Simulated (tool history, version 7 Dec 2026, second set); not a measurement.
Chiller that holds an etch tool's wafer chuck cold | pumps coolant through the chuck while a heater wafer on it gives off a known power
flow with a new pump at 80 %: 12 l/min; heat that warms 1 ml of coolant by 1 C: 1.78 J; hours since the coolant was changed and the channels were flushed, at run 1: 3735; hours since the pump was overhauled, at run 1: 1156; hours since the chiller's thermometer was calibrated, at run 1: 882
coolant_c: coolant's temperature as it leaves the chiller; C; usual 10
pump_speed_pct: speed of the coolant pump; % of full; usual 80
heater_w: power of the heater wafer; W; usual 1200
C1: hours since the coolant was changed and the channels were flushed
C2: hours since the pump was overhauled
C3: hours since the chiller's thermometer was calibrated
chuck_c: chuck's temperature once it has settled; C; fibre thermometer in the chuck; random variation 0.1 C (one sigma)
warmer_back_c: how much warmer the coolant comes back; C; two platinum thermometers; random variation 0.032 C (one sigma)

{"run": 1, "hour": 0.0, "coolant_c": 10, "pump_speed_pct": 80, "heater_w": 1200, "C1": 3735, "C2": 1156, "C3": 882, "chuck_c": 22.6, "warmer_back_c": 3.41}
{"run": 2, "hour": 26.6, "coolant_c": 10, "pump_speed_pct": 80, "heater_w": 1200, "C1": 3761, "C2": 1183, "C3": 909, "chuck_c": 22.8, "warmer_back_c": 3.39}
{"run": 3, "hour": 56.3, "coolant_c": 10, "pump_speed_pct": 80, "heater_w": 1200, "C1": 3791, "C2": 1213, "C3": 939, "chuck_c": 22.9, "warmer_back_c": 3.54}
{"run": 4, "hour": 83.8, "coolant_c": 10, "pump_speed_pct": 80, "heater_w": 1200, "C1": 3818, "C2": 1240, "C3": 966, "chuck_c": 22.9, "warmer_back_c": 3.44}
{"run": 5, "hour": 104.5, "coolant_c": 10, "pump_speed_pct": 80, "heater_w": 1200, "C1": 3839, "C2": 1261, "C3": 987, "chuck_c": 22.7, "warmer_back_c": 3.43}
{"run": 6, "hour": 123.8, "coolant_c": 10, "pump_speed_pct": 80, "heater_w": 1200, "C1": 3858, "C2": 1280, "C3": 1006, "chuck_c": 22.8, "warmer_back_c": 3.46}
{"run": 7, "hour": 153.9, "coolant_c": 10, "pump_speed_pct": 87, "heater_w": 1200, "C1": 3888, "C2": 1310, "C3": 1036, "chuck_c": 22, "warmer_back_c": 3.23}
{"run": 8, "hour": 184.0, "coolant_c": 16, "pump_speed_pct": 92, "heater_w": 1271, "C1": 3919, "C2": 1340, "C3": 1066, "chuck_c": 28.3, "warmer_back_c": 3.14}
{"run": 9, "hour": 213.2, "coolant_c": 16, "pump_speed_pct": 92, "heater_w": 1271, "C1": 3948, "C2": 1369, "C3": 1096, "chuck_c": 28.1, "warmer_back_c": 3.09}
{"run": 10, "hour": 241.1, "coolant_c": 4, "pump_speed_pct": 60, "heater_w": 625, "C1": 3976, "C2": 1397, "C3": 1123, "chuck_c": 12.3, "warmer_back_c": 2.47}
{"run": 11, "hour": 277.4, "coolant_c": 4, "pump_speed_pct": 60, "heater_w": 625, "C1": 4012, "C2": 1434, "C3": 1160, "chuck_c": 12.4, "warmer_back_c": 2.45}
{"run": 12, "hour": 312.2, "coolant_c": 10, "pump_speed_pct": 68, "heater_w": 1200, "C1": 4047, "C2": 1468, "C3": 1194, "chuck_c": 24.6, "warmer_back_c": 4.15}
{"run": 13, "hour": 339.3, "coolant_c": 6, "pump_speed_pct": 81, "heater_w": 1200, "C1": 4074, "C2": 1495, "C3": 1222, "chuck_c": 18.8, "warmer_back_c": 3.42}

Measured less the same run without the tool's hidden state. The same run-to-run variation is in both; the gauge's scatter may not be:
The hidden state here: heat passed by the chuck's channels, % of clean ones'; flow at a given pump speed, % of a new pump's; coolant's true temperature over the reading, C; drift of the gauge itself on chuck_c, C; drift of the gauge itself on warmer_back_c, C.
run=1 chuck_c=+1 warmer_back_c=+0.08
run=2 chuck_c=+1 warmer_back_c=+0.08
run=3 chuck_c=+1 warmer_back_c=+0.09
run=4 chuck_c=+1 warmer_back_c=+0.08
run=5 chuck_c=+1.1 warmer_back_c=+0.09
run=6 chuck_c=+1.1 warmer_back_c=+0.09
run=7 chuck_c=+1 warmer_back_c=+0.08
run=8 chuck_c=+1 warmer_back_c=+0.08
run=9 chuck_c=+1.1 warmer_back_c=+0.08
run=10 chuck_c=+0.6 warmer_back_c=+0.07
run=11 chuck_c=+0.7 warmer_back_c=+0.07
run=12 chuck_c=+1.2 warmer_back_c=+0.12
run=13 chuck_c=+1.1 warmer_back_c=+0.1
